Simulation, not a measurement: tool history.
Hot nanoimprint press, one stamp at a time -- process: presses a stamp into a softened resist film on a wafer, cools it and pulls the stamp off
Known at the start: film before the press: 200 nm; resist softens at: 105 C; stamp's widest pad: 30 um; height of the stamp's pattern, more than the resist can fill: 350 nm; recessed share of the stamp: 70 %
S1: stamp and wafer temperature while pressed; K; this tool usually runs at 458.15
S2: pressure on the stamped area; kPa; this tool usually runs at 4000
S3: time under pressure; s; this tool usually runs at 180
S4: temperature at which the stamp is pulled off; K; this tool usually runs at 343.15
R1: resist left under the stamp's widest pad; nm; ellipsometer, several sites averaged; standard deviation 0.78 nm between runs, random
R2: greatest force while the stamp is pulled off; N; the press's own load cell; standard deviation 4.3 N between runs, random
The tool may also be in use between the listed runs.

run 1 hour=0 | S1=458.15 S2=4000 S3=180 S4=343.15 | R1=115.9 R2=213
run 2 hour=6.7 | S1=458.15 S2=4000 S3=180 S4=343.15 | R1=114.9 R2=217
run 3 hour=13.3 | S1=458.15 S2=4000 S3=180 S4=343.15 | R1=116.4 R2=220
run 4 hour=22.4 | S1=458.15 S2=2910 S3=180 S4=343.15 | R1=132.2 R2=209
run 5 hour=26.3 | S1=448.15 S2=4000 S3=180 S4=343.15 | R1=146.5 R2=221
run 6 hour=35.1 | S1=448.15 S2=4000 S3=180 S4=343.15 | R1=146.8 R2=224
run 7 hour=40 | S1=458.15 S2=4000 S3=180 S4=343.15 | R1=114.6 R2=216
run 8 hour=46.4 | S1=458.15 S2=4000 S3=180 S4=343.15 | R1=116.4 R2=217
run 9 hour=55.8 | S1=458.15 S2=4000 S3=180 S4=343.15 | R1=115.1 R2=216
run 10 hour=64.9 | S1=458.15 S2=4000 S3=180 S4=343.15 | R1=116.6 R2=221
run 11 hour=72.9 | S1=458.15 S2=4000 S3=180 S4=343.15 | R1=114.6 R2=222
run 12 hour=79.3 | S1=463.15 S2=4000 S3=180 S4=343.15 | R1=99.8 R2=221
run 13 hour=88.3 | S1=463.15 S2=4000 S3=180 S4=343.15 | R1=101.7 R2=220
run 14 hour=96.9 | S1=458.15 S2=4000 S3=180 S4=343.15 | R1=115 R2=223
-- hour=102 plate thermocouple calibrated
run 15 hour=105.5 | S1=458.15 S2=4000 S3=180 S4=343.15 | R1=112.9 R2=227
run 16 hour=109.9 | S1=458.15 S2=4000 S3=180 S4=343.15 | R1=112.7 R2=218
run 17 hour=114.7 | S1=458.15 S2=3090 S3=180 S4=343.15 | R1=123.8 R2=216
run 18 hour=123 | S1=468.15 S2=4420 S3=105 S4=347.15 | R1=96.8 R2=210
run 19 hour=131.9 | S1=468.15 S2=4420 S3=105 S4=347.15 | R1=97.5 R2=210
run 20 hour=140.5 | S1=458.15 S2=4000 S3=135 S4=343.15 | R1=122.4 R2=215
run 21 hour=146.3 | S1=450.15 S2=3360 S3=135 S4=343.15 | R1=155.4 R2=214
run 22 hour=151.2 | S1=458.15 S2=4270 S3=180 S4=332.15 | R1=108.5 R2=245
run 23 hour=159.8 | S1=461.15 S2=3740 S3=180 S4=337.15 | R1=106.3 R2=237
run 24 hour=167.8 | S1=461.15 S2=3740 S3=180 S4=337.15 | R1=107.3 R2=247

Predict the results of run 25:
run 25 hour=174.7 | S1=461.15 S2=3740 S3=180 S4=337.15 | R1=? R2=?

R1: 105.5 nm
R2: 237 N
The same run, on a tool lacking any hidden state, would have yielded R1 105 nm, R2 225 N.

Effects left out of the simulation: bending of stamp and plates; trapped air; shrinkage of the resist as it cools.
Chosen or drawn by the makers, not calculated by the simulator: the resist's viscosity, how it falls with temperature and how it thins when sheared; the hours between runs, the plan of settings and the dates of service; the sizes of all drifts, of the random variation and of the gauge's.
